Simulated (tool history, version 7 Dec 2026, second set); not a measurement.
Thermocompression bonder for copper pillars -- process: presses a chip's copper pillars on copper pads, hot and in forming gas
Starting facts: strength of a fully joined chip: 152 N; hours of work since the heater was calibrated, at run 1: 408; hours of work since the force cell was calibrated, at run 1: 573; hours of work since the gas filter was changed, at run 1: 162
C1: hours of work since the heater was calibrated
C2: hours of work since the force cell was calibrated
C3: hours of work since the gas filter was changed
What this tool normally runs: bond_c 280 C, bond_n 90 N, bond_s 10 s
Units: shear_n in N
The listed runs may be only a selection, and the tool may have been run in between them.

{"run": 1, "hour": 0.0, "bond_c": 280, "bond_n": 90, "bond_s": 10, "C1": 408, "C2": 573, "C3": 162, "shear_n": 99.7}
{"run": 2, "hour": 19.4, "bond_c": 280, "bond_n": 69, "bond_s": 10, "C1": 420, "C2": 586, "C3": 174, "shear_n": 82.9}
{"run": 3, "hour": 29.7, "bond_c": 270, "bond_n": 90, "bond_s": 10, "C1": 427, "C2": 592, "C3": 181, "shear_n": 88.2}
{"run": 4, "hour": 37.9, "bond_c": 270, "bond_n": 90, "bond_s": 10, "C1": 432, "C2": 597, "C3": 186, "shear_n": 88.3}
{"run": 5, "hour": 46.4, "bond_c": 293, "bond_n": 90, "bond_s": 10, "C1": 437, "C2": 603, "C3": 191, "shear_n": 110.7}
{"run": 6, "hour": 59.2, "bond_c": 293, "bond_n": 90, "bond_s": 10, "C1": 445, "C2": 611, "C3": 199, "shear_n": 110.5}
{"run": 7, "hour": 69.2, "bond_c": 280, "bond_n": 90, "bond_s": 10, "C1": 452, "C2": 617, "C3": 205, "shear_n": 96.5}
{"hour": 75.4, "done": "forming gas filter changed"}
{"run": 8, "hour": 78.3, "bond_c": 280, "bond_n": 90, "bond_s": 10, "C1": 457, "C2": 622, "C3": 2, "shear_n": 107.4}
{"run": 9, "hour": 95.2, "bond_c": 280, "bond_n": 90, "bond_s": 10, "C1": 468, "C2": 633, "C3": 12, "shear_n": 106.6}
{"run": 10, "hour": 107.2, "bond_c": 280, "bond_n": 90, "bond_s": 10, "C1": 475, "C2": 641, "C3": 20, "shear_n": 105.6}
{"run": 11, "hour": 115.2, "bond_c": 280, "bond_n": 90, "bond_s": 10, "C1": 480, "C2": 646, "C3": 25, "shear_n": 107.3}
{"run": 12, "hour": 124.8, "bond_c": 280, "bond_n": 90, "bond_s": 10, "C1": 486, "C2": 652, "C3": 31, "shear_n": 107.1}
{"run": 13, "hour": 137.2, "bond_c": 254, "bond_n": 90, "bond_s": 10, "C1": 494, "C2": 660, "C3": 39, "shear_n": 79.9}
{"run": 14, "hour": 145.6, "bond_c": 254, "bond_n": 90, "bond_s": 10, "C1": 499, "C2": 665, "C3": 44, "shear_n": 77.8}
{"run": 15, "hour": 154.7, "bond_c": 299, "bond_n": 90, "bond_s": 10, "C1": 505, "C2": 671, "C3": 50, "shear_n": 122.7}
{"run": 16, "hour": 173.6, "bond_c": 299, "bond_n": 90, "bond_s": 10, "C1": 517, "C2": 682, "C3": 62, "shear_n": 122.3}
{"run": 17, "hour": 192.5, "bond_c": 299, "bond_n": 90, "bond_s": 10, "C1": 529, "C2": 694, "C3": 74, "shear_n": 123.4}
{"run": 18, "hour": 208.9, "bond_c": 292, "bond_n": 90, "bond_s": 10, "C1": 539, "C2": 705, "C3": 84, "shear_n": 115.1}
{"run": 19, "hour": 223.6, "bond_c": 303, "bond_n": 90, "bond_s": 10, "C1": 548, "C2": 714, "C3": 93, "shear_n": 125.2}
{"run": 20, "hour": 237.2, "bond_c": 303, "bond_n": 90, "bond_s": 10, "C1": 557, "C2": 723, "C3": 102, "shear_n": 121.9}
{"run": 21, "hour": 249.6, "bond_c": 303, "bond_n": 90, "bond_s": 10, "C1": 565, "C2": 730, "C3": 110, "shear_n": 124.9}
{"run": 22, "hour": 266.5, "bond_c": 280, "bond_n": 103, "bond_s": 26, "C1": 575, "C2": 741, "C3": 120, "shear_n": 130.6}
{"run": 23, "hour": 281.1, "bond_c": 293, "bond_n": 103, "bond_s": 19, "C1": 585, "C2": 750, "C3": 130, "shear_n": 133.6}
{"run": 24, "hour": 293.1, "bond_c": 290, "bond_n": 90, "bond_s": 19, "C1": 592, "C2": 758, "C3": 137, "shear_n": 127}
{"run": 25, "hour": 303.3, "bond_c": 290, "bond_n": 118, "bond_s": 19, "C1": 599, "C2": 764, "C3": 144, "shear_n": 138.8}
{"run": 26, "hour": 315.8, "bond_c": 260, "bond_n": 90, "bond_s": 9, "C1": 607, "C2": 772, "C3": 151, "shear_n": 81.8}
{"run": 27, "hour": 333.4, "bond_c": 294, "bond_n": 66, "bond_s": 6, "C1": 618, "C2": 783, "C3": 162, "shear_n": 84.2}
{"run": 28, "hour": 343.4, "bond_c": 274, "bond_n": 66, "bond_s": 14, "C1": 624, "C2": 789, "C3": 169, "shear_n": 86.9}
{"run": 29, "hour": 360.4, "bond_c": 274, "bond_n": 66, "bond_s": 14, "C1": 635, "C2": 800, "C3": 179, "shear_n": 88.8}
{"run": 30, "hour": 376.6, "bond_c": 274, "bond_n": 66, "bond_s": 20, "C1": 645, "C2": 810, "C3": 190, "shear_n": 96.1}
{"run": 31, "hour": 386.5, "bond_c": 274, "bond_n": 66, "bond_s": 23, "C1": 651, "C2": 817, "C3": 196, "shear_n": 100.5}
{"run": 32, "hour": 397.6, "bond_c": 280, "bond_n": 90, "bond_s": 10, "C1": 658, "C2": 824, "C3": 203, "shear_n": 101.1}
{"hour": 408.4, "done": "forming gas filter changed"}
{"run": 33, "hour": 413.5, "bond_c": 280, "bond_n": 90, "bond_s": 10, "C1": 668, "C2": 833, "C3": 3, "shear_n": 110.6}
{"run": 34, "hour": 428.2, "bond_c": 280, "bond_n": 58, "bond_s": 10, "C1": 677, "C2": 842, "C3": 12, "shear_n": 83.4}
{"run": 35, "hour": 446.8, "bond_c": 280, "bond_n": 79, "bond_s": 11, "C1": 689, "C2": 854, "C3": 24, "shear_n": 103.6}
{"run": 36, "hour": 459.8, "bond_c": 280, "bond_n": 79, "bond_s": 11, "C1": 697, "C2": 862, "C3": 32, "shear_n": 104.3}
{"run": 37, "hour": 467.7, "bond_c": 280, "bond_n": 79, "bond_s": 11, "C1": 702, "C2": 867, "C3": 37, "shear_n": 105}
{"hour": 474.0, "done": "force cell calibrated"}
{"run": 38, "hour": 485.5, "bond_c": 251, "bond_n": 67, "bond_s": 6, "C1": 712, "C2": 7, "C3": 48, "shear_n": 47.4}
{"run": 39, "hour": 500.4, "bond_c": 280, "bond_n": 90, "bond_s": 10, "C1": 722, "C2": 17, "C3": 57, "shear_n": 105.4}

Table of differences, measured result less the result of that run with no hidden state. Run-to-run variation is the same in both. Gauge scatter possibly is not:
Unlogged tool condition in this case: true temperature of the bond over the reading, C; force that reaches the chip, % of what is set; oxide that the forming gas leaves, % of the face; drift of the gauge itself on shear_n, %.
run=1 shear_n=+1
run=2 shear_n=+1.9
run=3 shear_n=+1.6
run=4 shear_n=+1.5
run=5 shear_n=-1.3
run=6 shear_n=-1.5
run=7 shear_n=+0
run=8 shear_n=+8.5
run=9 shear_n=+8.3
run=10 shear_n=+8.1
run=11 shear_n=+8.2
run=12 shear_n=+8
run=13 shear_n=+8.2
run=14 shear_n=+8
run=15 shear_n=+5.8
run=16 shear_n=+5.4
run=17 shear_n=+5.2
run=18 shear_n=+5.6
run=19 shear_n=+4
run=20 shear_n=+3.7
run=21 shear_n=+3.5
run=22 shear_n=+1.4
run=23 shear_n=+0.2
run=24 shear_n=+2
run=25 shear_n=-1.3
run=26 shear_n=+6.6
run=27 shear_n=+5.6
run=28 shear_n=+5.8
run=29 shear_n=+5.8
run=30 shear_n=+5
run=31 shear_n=+4.5
run=32 shear_n=+4
run=33 shear_n=+11.6
run=34 shear_n=+11.1
run=35 shear_n=+11.2
run=36 shear_n=+11.1
run=37 shear_n=+11
run=38 shear_n=+5.1
run=39 shear_n=+5.9

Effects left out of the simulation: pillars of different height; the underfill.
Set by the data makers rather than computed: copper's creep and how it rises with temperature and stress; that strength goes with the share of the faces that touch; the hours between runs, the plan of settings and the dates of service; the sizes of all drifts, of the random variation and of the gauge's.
